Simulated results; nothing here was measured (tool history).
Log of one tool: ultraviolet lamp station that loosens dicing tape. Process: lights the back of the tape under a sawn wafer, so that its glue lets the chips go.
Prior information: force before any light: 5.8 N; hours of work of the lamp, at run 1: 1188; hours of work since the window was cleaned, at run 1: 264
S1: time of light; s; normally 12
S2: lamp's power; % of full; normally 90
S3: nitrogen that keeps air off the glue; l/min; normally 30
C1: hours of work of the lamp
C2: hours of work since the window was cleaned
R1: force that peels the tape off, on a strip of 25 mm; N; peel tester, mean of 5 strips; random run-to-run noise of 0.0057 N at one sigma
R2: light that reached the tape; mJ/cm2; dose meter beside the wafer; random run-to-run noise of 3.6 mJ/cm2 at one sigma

Run 1, hour 0: usual settings; C1 1188; C2 264. Result: R1 0.267 N, R2 388 mJ/cm2.
Run 2, hour 83: usual settings; C1 1243; C2 320. Result: R1 0.307 N, R2 375 mJ/cm2.
Run 3, hour 166.3: usual settings but S1 11 s; C1 1299; C2 376. Result: R1 0.399 N, R2 325 mJ/cm2.
Run 4, hour 224.8: usual settings but S1 6 s; C1 1338; C2 415. Result: R1 1.265 N, R2 176 mJ/cm2.
Run 5, hour 288.1: usual settings but S1 6 s; C1 1381; C2 457. Result: R1 1.409 N, R2 174 mJ/cm2.
Run 6, hour 352.6: usual settings but S1 6 s; C1 1424; C2 501. Result: R1 1.389 N, R2 165 mJ/cm2.
At hour 384.4: window cleaned of glue's vapour.
Run 7, hour 407.5: usual settings; C1 1460; C2 15. Result: R1 0.542 N, R2 286 mJ/cm2.
Run 8, hour 488.8: usual settings; C1 1515; C2 70. Result: R1 0.594 N, R2 268 mJ/cm2.
At hour 517.4: window cleaned of glue's vapour, once more.
Run 9, hour 548.4: usual settings; C1 1554; C2 21. Result: R1 0.321 N, R2 379 mJ/cm2.
Run 10, hour 625.5: usual settings; C1 1606; C2 72. Result: R1 0.324 N, R2 358 mJ/cm2.
Run 11, hour 674.1: usual settings but S3 37 l/min; C1 1638; C2 105. Result: R1 0.294 N, R2 349 mJ/cm2.
Run 12, hour 744.3: usual settings; C1 1685; C2 152. Result: R1 0.378 N, R2 335 mJ/cm2.
Run 13, hour 816.4: usual settings; C1 1734; C2 200. Result: R1 0.428 N, R2 329 mJ/cm2.
Run 14, hour 886.2: usual settings; C1 1780; C2 247. Result: R1 0.438 N, R2 318 mJ/cm2.
At hour 928.5: lamp changed.
Run 15, hour 934.2: usual settings; C1 4; C2 278. Result: R1 0.156 N, R2 538 mJ/cm2.
Run 16, hour 988.4: usual settings; C1 40; C2 315. Result: R1 0.17 N, R2 524 mJ/cm2.
Run 17, hour 1065.2: usual settings; C1 92; C2 366. Result: R1 0.171 N, R2 507 mJ/cm2.
Run 18, hour 1111.9: usual settings; C1 123; C2 397. Result: R1 0.175 N, R2 501 mJ/cm2.
Run 19, hour 1152.6: usual settings but S2 63 % of full; C1 150; C2 425. Result: R1 0.378 N, R2 343 mJ/cm2.
Run 20, hour 1241.5: usual settings but S3 10 l/min; C1 210; C2 484. Result: R1 0.531 N, R2 474 mJ/cm2.
At hour 1299.5: window cleaned of glue's vapour.
Run 21, hour 1331.5: usual settings but S2 80 % of full; C1 269; C2 21. Result: R1 0.182 N, R2 477 mJ/cm2.
Run 22, hour 1417.8: usual settings but S2 80 % of full; C1 327; C2 79. Result: R1 0.205 N, R2 468 mJ/cm2.
Run 23, hour 1468.3: usual settings but S1 21 s, S3 53 l/min; C1 361; C2 113. Result: R1 0.106 N, R2 907 mJ/cm2.
Run 24, hour 1530.4: usual settings but S3 26 l/min; C1 403; C2 155. Result: R1 0.201 N, R2 504 mJ/cm2.
Run 25, hour 1576.4: usual settings but S1 7 s, S2 63 % of full, S3 15 l/min; C1 433; C2 185. Result: R1 1.616 N, R2 204 mJ/cm2.
Run 26, hour 1656.9: usual settings but S1 7 s, S2 63 % of full, S3 15 l/min; C1 487; C2 239. Result: R1 1.68 N, R2 196 mJ/cm2.
Run 27, hour 1697.5: usual settings but S1 16 s, S2 61 % of full; C1 515; C2 266. Result: R1 0.24 N, R2 422 mJ/cm2.
Run 28, hour 1768: usual settings but S1 16 s, S2 61 % of full; C1 562; C2 314. Result: R1 0.258 N, R2 406 mJ/cm2.
Run 29, hour 1829.9: usual settings but S1 7 s; C1 603; C2 355. Result: R1 0.669 N, R2 259 mJ/cm2.
Run 30, hour 1887.4: usual settings but S1 7 s; C1 642; C2 394. Result: R1 0.7 N, R2 251 mJ/cm2.
Run 31, hour 1936.3: usual settings but S1 7 s; C1 674; C2 426. Result: R1 0.734 N, R2 248 mJ/cm2.
Run 32, hour 2000.7: usual settings but S1 7 s; C1 718; C2 469. Result: R1 0.754 N, R2 239 mJ/cm2.
Run 33, hour 2045.1: usual settings but S1 7 s; C1 747; C2 499. Result: R1 0.813 N, R2 230 mJ/cm2.
At hour 2079: window cleaned of glue's vapour.
Run 34, hour 2100.2: usual settings but S1 13 s, S2 93 % of full, S3 50 l/min; C1 784; C2 14. Result: R1 0.14 N, R2 528 mJ/cm2.
Run 35, hour 2157.1: usual settings but S1 14 s; C1 822; C2 52. Result: R1 0.155 N, R2 531 mJ/cm2.
Run 36, hour 2235.9: usual settings but S1 8 s, S2 77 % of full, S3 57 l/min; C1 875; C2 105. Result: R1 0.431 N, R2 252 mJ/cm2.
Run 37, hour 2301: usual settings but S1 16 s; C1 918; C2 149. Result: R1 0.145 N, R2 572 mJ/cm2.
Run 38, hour 2346: usual settings but S1 18 s, S2 75 % of full, S3 9 l/min; C1 949; C2 179. Result: R1 0.456 N, R2 531 mJ/cm2.
Run 39, hour 2431.5: usual settings but S1 10 s, S2 98 % of full, S3 28 l/min; C1 1006; C2 236. Result: R1 0.34 N, R2 368 mJ/cm2.
Run 40, hour 2496: usual settings but S1 6 s; C1 1049; C2 279. Result: R1 1.083 N, R2 201 mJ/cm2.
Run 41, hour 2546.8: usual settings but S1 11 s, S2 80 % of full, S3 10 l/min; C1 1083; C2 313. Result: R1 1.102 N, R2 311 mJ/cm2.
Run 42, hour 2592.6: usual settings but S1 11 s, S2 80 % of full, S3 10 l/min; C1 1114; C2 344. Result: R1 1.098 N, R2 307 mJ/cm2.

Alternative continuations, all from the tool just after run 42; predict every row:
Run A, hour 2636.6: usual settings but S2 94 % of full, S3 17 l/min; C1 1143; C2 373. Result: R1 ?, R2 ?.
Run B, hour 2636.6: usual settings but S1 6 s, S2 80 % of full, S3 10 l/min; C1 1143; C2 373. Result: R1 ?, R2 ?.
Run C, hour 2636.6: usual settings but S1 19 s, S2 63 % of full, S3 18 l/min; C1 1143; C2 373. Result: R1 ?, R2 ?.
Run D, hour 2636.6: usual settings but S1 7 s, S2 80 % of full, S3 37 l/min; C1 1143; C2 373. Result: R1 ?, R2 ?.

run     R1   R2
  A   0.48  388
  B  2.415  162
  C   0.41  411
  D   0.97  190
Without the tool's unlogged condition, the same runs would have read:
run     R1   R2
  A  0.184  620
  B  1.434  261
  C  0.172  658
  D  0.391  305
